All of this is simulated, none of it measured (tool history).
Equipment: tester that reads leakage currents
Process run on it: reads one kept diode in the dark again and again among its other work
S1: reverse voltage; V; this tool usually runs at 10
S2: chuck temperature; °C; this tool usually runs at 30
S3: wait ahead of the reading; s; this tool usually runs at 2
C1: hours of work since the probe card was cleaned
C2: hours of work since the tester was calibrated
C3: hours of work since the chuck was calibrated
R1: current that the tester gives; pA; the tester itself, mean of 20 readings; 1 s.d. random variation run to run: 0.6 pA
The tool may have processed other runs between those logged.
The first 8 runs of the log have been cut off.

run   hour   S1  S2    S3    C1    C2    C3      R1
  9  340.6   10  30     2  1300  1356   818  225.09
 10  372.2   10  30   8.8  1319  1375   837  225.22
 11  395.9   10  30  0.41  1333  1390   852  230.44
 12    436   10  41     2  1357  1414   876  579.66
 13  467.1  3.1  30     2  1376  1433   894  118.77
 14  496.7  3.1  30     2  1394  1450   912  119.35
 15  535.8   10  30  0.33  1417  1474   936  235.26
 16  584.9   10  30     2  1447  1503   965  228.56
 17  618.6   10  30     2  1467  1524   986  229.25
 18  654.9   10  30  1.06  1489  1546  1007  231.08
 19  702.4   10  30  1.06  1518  1574  1036  232.58
 20  725.9   10  30  1.06  1532  1588  1050  232.62
 21  763.9   10  30  1.06  1555  1611  1073  232.81
 22  805.1  5.1  44   1.4  1579  1636  1098  529.75
     834.6  -- probe card cleaned and baked
 23  834.6  2.5  35  5.36     0  1652  1114  169.36
 24  876.5  6.3  54  7.99    25  1677  1139  1335.6

The next listed run, before its measurement:
 25  924.7  10.5  30   2  54  1706  1168   ?

For run 25 the tool returned R1 244.94 pA.
With no hidden state in the tool, this same run would have given R1 205.43 pA.
